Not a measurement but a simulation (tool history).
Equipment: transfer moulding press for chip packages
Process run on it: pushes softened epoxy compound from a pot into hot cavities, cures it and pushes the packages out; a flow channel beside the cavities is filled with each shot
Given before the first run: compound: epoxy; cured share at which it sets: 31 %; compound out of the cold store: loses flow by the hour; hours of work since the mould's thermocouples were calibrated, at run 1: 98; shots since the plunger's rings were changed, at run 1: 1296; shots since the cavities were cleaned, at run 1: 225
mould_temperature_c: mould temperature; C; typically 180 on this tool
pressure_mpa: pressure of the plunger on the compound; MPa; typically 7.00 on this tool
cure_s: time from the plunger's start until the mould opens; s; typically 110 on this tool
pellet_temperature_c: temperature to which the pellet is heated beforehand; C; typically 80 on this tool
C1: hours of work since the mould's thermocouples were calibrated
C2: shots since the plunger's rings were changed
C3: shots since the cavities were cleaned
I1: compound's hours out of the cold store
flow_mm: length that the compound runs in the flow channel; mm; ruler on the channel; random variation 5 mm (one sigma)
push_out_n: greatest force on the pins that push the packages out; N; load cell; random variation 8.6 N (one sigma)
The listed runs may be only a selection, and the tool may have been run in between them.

{"run": 1, "day": 0.0, "mould_temperature_c": 180, "pressure_mpa": 7.0, "cure_s": 110, "pellet_temperature_c": 80, "C1": 98, "C2": 1296, "C3": 225, "I1": 30.9, "flow_mm": 654, "push_out_n": 447}
{"run": 2, "day": 0.342, "mould_temperature_c": 180, "pressure_mpa": 7.0, "cure_s": 110, "pellet_temperature_c": 80, "C1": 104, "C2": 1415, "C3": 344, "I1": 11.2, "flow_mm": 680, "push_out_n": 508}
{"run": 3, "day": 0.608, "mould_temperature_c": 186, "pressure_mpa": 7.0, "cure_s": 110, "pellet_temperature_c": 80, "C1": 109, "C2": 1508, "C3": 437, "I1": 18.7, "flow_mm": 661, "push_out_n": 485}
{"day": 0.958, "done": "cavities cleaned with cleaning compound and waxed"}
{"run": 4, "day": 0.958, "mould_temperature_c": 181, "pressure_mpa": 7.0, "cure_s": 110, "pellet_temperature_c": 80, "C1": 115, "C2": 1609, "C3": 0, "I1": 19.4, "flow_mm": 668, "push_out_n": 363}
{"run": 5, "day": 1.154, "mould_temperature_c": 180, "pressure_mpa": 7.0, "cure_s": 110, "pellet_temperature_c": 80, "C1": 119, "C2": 1678, "C3": 69, "I1": 23.4, "flow_mm": 655, "push_out_n": 399}
{"run": 6, "day": 1.571, "mould_temperature_c": 180, "pressure_mpa": 7.0, "cure_s": 110, "pellet_temperature_c": 80, "C1": 127, "C2": 1823, "C3": 214, "I1": 29.3, "flow_mm": 658, "push_out_n": 456}
{"run": 7, "day": 1.758, "mould_temperature_c": 180, "pressure_mpa": 7.0, "cure_s": 110, "pellet_temperature_c": 80, "C1": 130, "C2": 1889, "C3": 280, "I1": 9.9, "flow_mm": 670, "push_out_n": 503}
{"run": 8, "day": 1.967, "mould_temperature_c": 180, "pressure_mpa": 7.0, "cure_s": 110, "pellet_temperature_c": 80, "C1": 134, "C2": 1962, "C3": 353, "I1": 19.1, "flow_mm": 660, "push_out_n": 493}
{"run": 9, "day": 2.167, "mould_temperature_c": 180, "pressure_mpa": 7.0, "cure_s": 110, "pellet_temperature_c": 80, "C1": 138, "C2": 2031, "C3": 422, "I1": 23.0, "flow_mm": 651, "push_out_n": 520}
{"day": 2.588, "done": "cavities cleaned with cleaning compound and waxed"}
{"run": 10, "day": 2.617, "mould_temperature_c": 180, "pressure_mpa": 7.0, "cure_s": 110, "pellet_temperature_c": 80, "C1": 146, "C2": 2167, "C3": 10, "I1": 18.5, "flow_mm": 667, "push_out_n": 379}
{"run": 11, "day": 2.921, "mould_temperature_c": 180, "pressure_mpa": 7.0, "cure_s": 110, "pellet_temperature_c": 80, "C1": 151, "C2": 2273, "C3": 116, "I1": 27.3, "flow_mm": 644, "push_out_n": 430}
{"run": 12, "day": 3.379, "mould_temperature_c": 180, "pressure_mpa": 7.0, "cure_s": 110, "pellet_temperature_c": 80, "C1": 160, "C2": 2433, "C3": 276, "I1": 21.8, "flow_mm": 653, "push_out_n": 479}
{"run": 13, "day": 3.662, "mould_temperature_c": 173, "pressure_mpa": 7.0, "cure_s": 110, "pellet_temperature_c": 80, "C1": 166, "C2": 2532, "C3": 375, "I1": 38.3, "flow_mm": 641, "push_out_n": 730}
{"run": 14, "day": 3.867, "mould_temperature_c": 173, "pressure_mpa": 7.0, "cure_s": 110, "pellet_temperature_c": 80, "C1": 170, "C2": 2603, "C3": 446, "I1": 21.3, "flow_mm": 660, "push_out_n": 761}
{"day": 4.212, "done": "cavities cleaned with cleaning compound and waxed"}
{"run": 15, "day": 4.325, "mould_temperature_c": 183, "pressure_mpa": 8.19, "cure_s": 98, "pellet_temperature_c": 80, "C1": 177, "C2": 2743, "C3": 40, "I1": 43.3, "flow_mm": 661, "push_out_n": 404}
{"run": 16, "day": 4.696, "mould_temperature_c": 178, "pressure_mpa": 7.0, "cure_s": 116, "pellet_temperature_c": 72, "C1": 184, "C2": 2872, "C3": 169, "I1": 44.0, "flow_mm": 622, "push_out_n": 443}
{"run": 17, "day": 4.958, "mould_temperature_c": 176, "pressure_mpa": 6.04, "cure_s": 116, "pellet_temperature_c": 73, "C1": 189, "C2": 2963, "C3": 260, "I1": 38.7, "flow_mm": 582, "push_out_n": 493}
{"run": 18, "day": 5.279, "mould_temperature_c": 176, "pressure_mpa": 6.04, "cure_s": 116, "pellet_temperature_c": 73, "C1": 196, "C2": 3076, "C3": 373, "I1": 12.0, "flow_mm": 619, "push_out_n": 564}
{"run": 19, "day": 5.483, "mould_temperature_c": 176, "pressure_mpa": 6.04, "cure_s": 116, "pellet_temperature_c": 73, "C1": 199, "C2": 3147, "C3": 444, "I1": 27.7, "flow_mm": 597, "push_out_n": 560}
{"day": 5.812, "done": "cavities cleaned with cleaning compound and waxed"}
{"run": 20, "day": 5.829, "mould_temperature_c": 180, "pressure_mpa": 8.31, "cure_s": 105, "pellet_temperature_c": 86, "C1": 205, "C2": 3247, "C3": 6, "I1": 17.1, "flow_mm": 710, "push_out_n": 401}
{"run": 21, "day": 6.108, "mould_temperature_c": 176, "pressure_mpa": 8.77, "cure_s": 92, "pellet_temperature_c": 73, "C1": 210, "C2": 3343, "C3": 102, "I1": 25.6, "flow_mm": 718, "push_out_n": 717}
{"run": 22, "day": 6.325, "mould_temperature_c": 179, "pressure_mpa": 5.48, "cure_s": 142, "pellet_temperature_c": 80, "C1": 214, "C2": 3419, "C3": 178, "I1": 45.4, "flow_mm": 547, "push_out_n": 408}
{"run": 23, "day": 6.65, "mould_temperature_c": 179, "pressure_mpa": 5.48, "cure_s": 142, "pellet_temperature_c": 80, "C1": 221, "C2": 3533, "C3": 292, "I1": 33.8, "flow_mm": 559, "push_out_n": 439}

What will run 24 give?
{"run": 24, "day": 6.846, "mould_temperature_c": 179, "pressure_mpa": 5.48, "cure_s": 142, "pellet_temperature_c": 80, "C1": 224, "C2": 3602, "C3": 361, "I1": 41.6, "flow_mm": "?", "push_out_n": "?"}

flow_mm: 541 mm
push_out_n: 458 N
On a tool with no hidden condition, and with the same random variation, this run would have come out at flow_mm 576 mm, push_out_n 336 N.
